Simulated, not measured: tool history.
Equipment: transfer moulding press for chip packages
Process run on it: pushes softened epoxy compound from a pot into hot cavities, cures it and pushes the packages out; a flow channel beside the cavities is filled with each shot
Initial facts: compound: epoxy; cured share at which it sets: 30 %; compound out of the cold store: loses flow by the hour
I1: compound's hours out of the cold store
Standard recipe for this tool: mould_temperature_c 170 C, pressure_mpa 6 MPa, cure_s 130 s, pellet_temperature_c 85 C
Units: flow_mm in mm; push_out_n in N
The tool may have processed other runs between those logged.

Run 1, day 0: usual settings; I1 19.7. Result: flow_mm 960 mm, push_out_n 428 N.
At day 0.7: mould's thermocouples calibrated.
Run 2, day 1.038: usual settings; I1 39.1. Result: flow_mm 902 mm, push_out_n 460 N.
Run 3, day 1.633: usual settings; I1 20.2. Result: flow_mm 954 mm, push_out_n 464 N.
At day 2.117: cavities cleaned with cleaning compound and waxed.
Run 4, day 2.762: usual settings; I1 34.2. Result: flow_mm 905 mm, push_out_n 339 N.
Run 5, day 3.929: usual settings; I1 11.6. Result: flow_mm 986 mm, push_out_n 391 N.
Run 6, day 4.479: usual settings; I1 19.6. Result: flow_mm 955 mm, push_out_n 407 N.
Run 7, day 5.462: usual settings; I1 33.8. Result: flow_mm 901 mm, push_out_n 438 N.
Run 8, day 6.033: usual settings; I1 16.8. Result: flow_mm 958 mm, push_out_n 453 N.
Run 9, day 6.825: usual settings; I1 15.8. Result: flow_mm 966 mm, push_out_n 455 N.
Run 10, day 7.867: usual settings; I1 26.4. Result: flow_mm 929 mm, push_out_n 475 N.
Run 11, day 8.383: usual settings; I1 30.6. Result: flow_mm 901 mm, push_out_n 468 N.
At day 8.533: cavities cleaned with cleaning compound and waxed.
Run 12, day 9.096: usual settings; I1 39.5. Result: flow_mm 875 mm, push_out_n 313 N.
Run 13, day 9.846: usual settings; I1 35.6. Result: flow_mm 903 mm, push_out_n 357 N.
Run 14, day 10.992: usual settings; I1 8.3. Result: flow_mm 996 mm, push_out_n 396 N.
Run 15, day 11.608: usual settings but mould_temperature_c 172 C, cure_s 115 s, pellet_temperature_c 82 C; I1 13.9. Result: flow_mm 952 mm, push_out_n 450 N.
Run 16, day 12.529: usual settings but mould_temperature_c 178 C, pressure_mpa 6.44 MPa, cure_s 128 s, pellet_temperature_c 84 C; I1 18.8. Result: flow_mm 941 mm, push_out_n 395 N.
Run 17, day 13.346: usual settings but mould_temperature_c 178 C, pressure_mpa 6.44 MPa, cure_s 128 s, pellet_temperature_c 84 C; I1 9.1. Result: flow_mm 978 mm, push_out_n 372 N.
Run 18, day 14.279: usual settings but mould_temperature_c 173 C, pressure_mpa 7.06 MPa, cure_s 136 s; I1 9.4. Result: flow_mm 1056 mm, push_out_n 408 N.
At day 14.925: cavities cleaned with cleaning compound and waxed.
Run 19, day 15.358: usual settings but pellet_temperature_c 82 C; I1 13.7. Result: flow_mm 970 mm, push_out_n 303 N.
Run 20, day 15.925: usual settings but pellet_temperature_c 82 C; I1 39.8. Result: flow_mm 879 mm, push_out_n 326 N.
Run 21, day 16.796: usual settings but mould_temperature_c 168 C, pressure_mpa 7.17 MPa, pellet_temperature_c 93 C; I1 31.8. Result: flow_mm 977 mm, push_out_n 407 N.
Run 22, day 17.533: usual settings but mould_temperature_c 176 C, pressure_mpa 6.97 MPa, cure_s 158 s, pellet_temperature_c 93 C; I1 13.4. Result: flow_mm 1009 mm, push_out_n 363 N.
Run 23, day 18.75: usual settings but mould_temperature_c 176 C, pressure_mpa 5.88 MPa, cure_s 131 s, pellet_temperature_c 93 C; I1 10.4. Result: flow_mm 923 mm, push_out_n 380 N.
Run 24, day 19.617: usual settings but mould_temperature_c 169 C, pressure_mpa 5.88 MPa, cure_s 131 s, pellet_temperature_c 81 C; I1 18. Result: flow_mm 928 mm, push_out_n 459 N.
Run 25, day 20.283: usual settings but pressure_mpa 7.4 MPa; I1 25.9. Result: flow_mm 1010 mm, push_out_n 470 N.
At day 21.271: cavities cleaned with cleaning compound and waxed.
Run 26, day 21.271: usual settings but mould_temperature_c 166 C, cure_s 111 s, pellet_temperature_c 83 C; I1 39.5. Result: flow_mm 884 mm, push_out_n 437 N.
Run 27, day 21.875: usual settings but mould_temperature_c 166 C, cure_s 111 s, pellet_temperature_c 83 C; I1 36.3. Result: flow_mm 887 mm, push_out_n 506 N.

3 options for the next run, each taken on its own from the tool as it stands now. Forecast them:
Run A, day 22.446: usual settings but mould_temperature_c 166 C, cure_s 135 s, pellet_temperature_c 82 C; I1 27.1. Result: flow_mm ?, push_out_n ?.
Run B, day 22.446: usual settings but mould_temperature_c 166 C, pressure_mpa 5.4 MPa, cure_s 134 s, pellet_temperature_c 83 C; I1 18.4. Result: flow_mm ?, push_out_n ?.
Run C, day 22.446: usual settings but mould_temperature_c 174 C; I1 18.9. Result: flow_mm ?, push_out_n ?.

run  flow_mm  push_out_n
  A      931         410
  B      897         418
  C      915         325
The same runs, with their run-to-run variation unchanged, on a tool lacking any hidden condition would have given:
run  flow_mm  push_out_n
  A      990         322
  B      954         329
  C      972         249
